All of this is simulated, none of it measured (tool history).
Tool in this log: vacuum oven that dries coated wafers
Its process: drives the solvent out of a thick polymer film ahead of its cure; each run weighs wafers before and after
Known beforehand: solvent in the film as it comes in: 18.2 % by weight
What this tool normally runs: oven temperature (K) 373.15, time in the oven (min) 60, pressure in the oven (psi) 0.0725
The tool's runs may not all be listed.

run 1 hour=0 | oven_temperature_(K)=373.15 time_in_the_oven_(min)=60 pressure_in_the_oven_(psi)=0.0725 | solvent_left_in_the_film_(%)=4.15
run 2 hour=14.3 | oven_temperature_(K)=373.15 time_in_the_oven_(min)=60 pressure_in_the_oven_(psi)=0.0725 | solvent_left_in_the_film_(%)=4.1
run 3 hour=31 | oven_temperature_(K)=373.15 time_in_the_oven_(min)=60 pressure_in_the_oven_(psi)=0.0725 | solvent_left_in_the_film_(%)=4.09
run 4 hour=51.4 | oven_temperature_(K)=386.15 time_in_the_oven_(min)=60 pressure_in_the_oven_(psi)=0.0725 | solvent_left_in_the_film_(%)=1.82
run 5 hour=69.5 | oven_temperature_(K)=373.15 time_in_the_oven_(min)=60 pressure_in_the_oven_(psi)=0.1849 | solvent_left_in_the_film_(%)=4.73
run 6 hour=78.7 | oven_temperature_(K)=373.15 time_in_the_oven_(min)=60 pressure_in_the_oven_(psi)=0.1849 | solvent_left_in_the_film_(%)=4.76
run 7 hour=89.2 | oven_temperature_(K)=373.15 time_in_the_oven_(min)=60 pressure_in_the_oven_(psi)=0.1849 | solvent_left_in_the_film_(%)=4.73
run 8 hour=101.9 | oven_temperature_(K)=373.15 time_in_the_oven_(min)=60 pressure_in_the_oven_(psi)=0.0725 | solvent_left_in_the_film_(%)=4.13
run 9 hour=111.7 | oven_temperature_(K)=373.15 time_in_the_oven_(min)=60 pressure_in_the_oven_(psi)=0.0725 | solvent_left_in_the_film_(%)=4.07
run 10 hour=123.9 | oven_temperature_(K)=388.15 time_in_the_oven_(min)=60 pressure_in_the_oven_(psi)=0.0725 | solvent_left_in_the_film_(%)=1.56
run 11 hour=135.2 | oven_temperature_(K)=388.15 time_in_the_oven_(min)=60 pressure_in_the_oven_(psi)=0.236 | solvent_left_in_the_film_(%)=2.13
run 12 hour=149.1 | oven_temperature_(K)=388.15 time_in_the_oven_(min)=60 pressure_in_the_oven_(psi)=0.236 | solvent_left_in_the_film_(%)=2.21
run 13 hour=166.1 | oven_temperature_(K)=388.15 time_in_the_oven_(min)=60 pressure_in_the_oven_(psi)=0.236 | solvent_left_in_the_film_(%)=2.21
run 14 hour=177.9 | oven_temperature_(K)=388.15 time_in_the_oven_(min)=60 pressure_in_the_oven_(psi)=0.236 | solvent_left_in_the_film_(%)=2.12
run 15 hour=189.3 | oven_temperature_(K)=388.15 time_in_the_oven_(min)=60 pressure_in_the_oven_(psi)=0.236 | solvent_left_in_the_film_(%)=2.15
run 16 hour=199.1 | oven_temperature_(K)=388.15 time_in_the_oven_(min)=60 pressure_in_the_oven_(psi)=0.236 | solvent_left_in_the_film_(%)=2.18
run 17 hour=218.6 | oven_temperature_(K)=373.15 time_in_the_oven_(min)=60 pressure_in_the_oven_(psi)=0.0725 | solvent_left_in_the_film_(%)=4.21
run 18 hour=228.8 | oven_temperature_(K)=373.15 time_in_the_oven_(min)=60 pressure_in_the_oven_(psi)=0.0725 | solvent_left_in_the_film_(%)=4.17
run 19 hour=239.9 | oven_temperature_(K)=373.15 time_in_the_oven_(min)=60 pressure_in_the_oven_(psi)=0.0725 | solvent_left_in_the_film_(%)=4.2
run 20 hour=257.2 | oven_temperature_(K)=373.15 time_in_the_oven_(min)=60 pressure_in_the_oven_(psi)=0.0725 | solvent_left_in_the_film_(%)=4.2
run 21 hour=272.3 | oven_temperature_(K)=370.15 time_in_the_oven_(min)=60 pressure_in_the_oven_(psi)=0.0725 | solvent_left_in_the_film_(%)=4.87
run 22 hour=288.8 | oven_temperature_(K)=381.15 time_in_the_oven_(min)=60 pressure_in_the_oven_(psi)=0.0725 | solvent_left_in_the_film_(%)=2.57
run 23 hour=306.3 | oven_temperature_(K)=381.15 time_in_the_oven_(min)=60 pressure_in_the_oven_(psi)=0.0725 | solvent_left_in_the_film_(%)=2.7
-- hour=308.8 vacuum gauge cleaned of residue and calibrated
run 24 hour=317.3 | oven_temperature_(K)=381.15 time_in_the_oven_(min)=50 pressure_in_the_oven_(psi)=0.0725 | solvent_left_in_the_film_(%)=3.53
run 25 hour=335.6 | oven_temperature_(K)=381.15 time_in_the_oven_(min)=50 pressure_in_the_oven_(psi)=0.0725 | solvent_left_in_the_film_(%)=3.52
run 26 hour=352.3 | oven_temperature_(K)=381.15 time_in_the_oven_(min)=50 pressure_in_the_oven_(psi)=0.0725 | solvent_left_in_the_film_(%)=3.43
run 27 hour=366.2 | oven_temperature_(K)=381.15 time_in_the_oven_(min)=50 pressure_in_the_oven_(psi)=0.0725 | solvent_left_in_the_film_(%)=3.43
run 28 hour=385.7 | oven_temperature_(K)=369.15 time_in_the_oven_(min)=60 pressure_in_the_oven_(psi)=0.2263 | solvent_left_in_the_film_(%)=6.03
run 29 hour=396.7 | oven_temperature_(K)=369.15 time_in_the_oven_(min)=60 pressure_in_the_oven_(psi)=0.2263 | solvent_left_in_the_film_(%)=6.13
-- hour=409.3 vacuum gauge cleaned of residue and calibrated, once more
run 30 hour=415.6 | oven_temperature_(K)=373.15 time_in_the_oven_(min)=38 pressure_in_the_oven_(psi)=0.0979 | solvent_left_in_the_film_(%)=6.63
run 31 hour=436.4 | oven_temperature_(K)=385.15 time_in_the_oven_(min)=56 pressure_in_the_oven_(psi)=0.0979 | solvent_left_in_the_film_(%)=2.29
run 32 hour=452.8 | oven_temperature_(K)=378.15 time_in_the_oven_(min)=93 pressure_in_the_oven_(psi)=0.0438 | solvent_left_in_the_film_(%)=1.42
run 33 hour=472.5 | oven_temperature_(K)=373.15 time_in_the_oven_(min)=38 pressure_in_the_oven_(psi)=0.0725 | solvent_left_in_the_film_(%)=6.57
run 34 hour=482.3 | oven_temperature_(K)=373.15 time_in_the_oven_(min)=38 pressure_in_the_oven_(psi)=0.0725 | solvent_left_in_the_film_(%)=6.51
run 35 hour=492.4 | oven_temperature_(K)=363.15 time_in_the_oven_(min)=53 pressure_in_the_oven_(psi)=0.0463 | solvent_left_in_the_film_(%)=6.91
run 36 hour=509.6 | oven_temperature_(K)=382.15 time_in_the_oven_(min)=65 pressure_in_the_oven_(psi)=0.1024 | solvent_left_in_the_film_(%)=2.29
run 37 hour=518.4 | oven_temperature_(K)=382.15 time_in_the_oven_(min)=65 pressure_in_the_oven_(psi)=0.1024 | solvent_left_in_the_film_(%)=2.26
run 38 hour=535.5 | oven_temperature_(K)=384.15 time_in_the_oven_(min)=60 pressure_in_the_oven_(psi)=0.0725 | solvent_left_in_the_film_(%)=2.17
run 39 hour=547.5 | oven_temperature_(K)=373.15 time_in_the_oven_(min)=56 pressure_in_the_oven_(psi)=0.0632 | solvent_left_in_the_film_(%)=4.48
run 40 hour=561.4 | oven_temperature_(K)=373.15 time_in_the_oven_(min)=60 pressure_in_the_oven_(psi)=0.1405 | solvent_left_in_the_film_(%)=4.59
run 41 hour=577.5 | oven_temperature_(K)=373.15 time_in_the_oven_(min)=32 pressure_in_the_oven_(psi)=0.0632 | solvent_left_in_the_film_(%)=7.45
run 42 hour=597.4 | oven_temperature_(K)=364.15 time_in_the_oven_(min)=40 pressure_in_the_oven_(psi)=0.133 | solvent_left_in_the_film_(%)=8.8
run 43 hour=610.5 | oven_temperature_(K)=364.15 time_in_the_oven_(min)=40 pressure_in_the_oven_(psi)=0.191 | solvent_left_in_the_film_(%)=8.84
run 44 hour=622.7 | oven_temperature_(K)=363.15 time_in_the_oven_(min)=101 pressure_in_the_oven_(psi)=0.2654 | solvent_left_in_the_film_(%)=5.44
run 45 hour=643.4 | oven_temperature_(K)=360.15 time_in_the_oven_(min)=60 pressure_in_the_oven_(psi)=0.0982 | solvent_left_in_the_film_(%)=7.56
run 46 hour=653.8 | oven_temperature_(K)=360.15 time_in_the_oven_(min)=60 pressure_in_the_oven_(psi)=0.0982 | solvent_left_in_the_film_(%)=7.62

Predict each of these 3 candidate next runs independently; none follows another, all start after run 46:
run A hour=668.5 | oven_temperature_(K)=360.15 time_in_the_oven_(min)=40 pressure_in_the_oven_(psi)=0.2601 | solvent_left_in_the_film_(%)=?
run B hour=668.5 | oven_temperature_(K)=373.15 time_in_the_oven_(min)=46 pressure_in_the_oven_(psi)=0.0725 | solvent_left_in_the_film_(%)=?
run C hour=668.5 | oven_temperature_(K)=387.15 time_in_the_oven_(min)=99 pressure_in_the_oven_(psi)=0.1545 | solvent_left_in_the_film_(%)=?

run=A solvent_left_in_the_film_(%)=10.38
run=B solvent_left_in_the_film_(%)=5.73
run=C solvent_left_in_the_film_(%)=1.03
Had the tool no hidden state, the same runs would have come out as:
run=A solvent_left_in_the_film_(%)=9.62
run=B solvent_left_in_the_film_(%)=5.01
run=C solvent_left_in_the_film_(%)=0.82
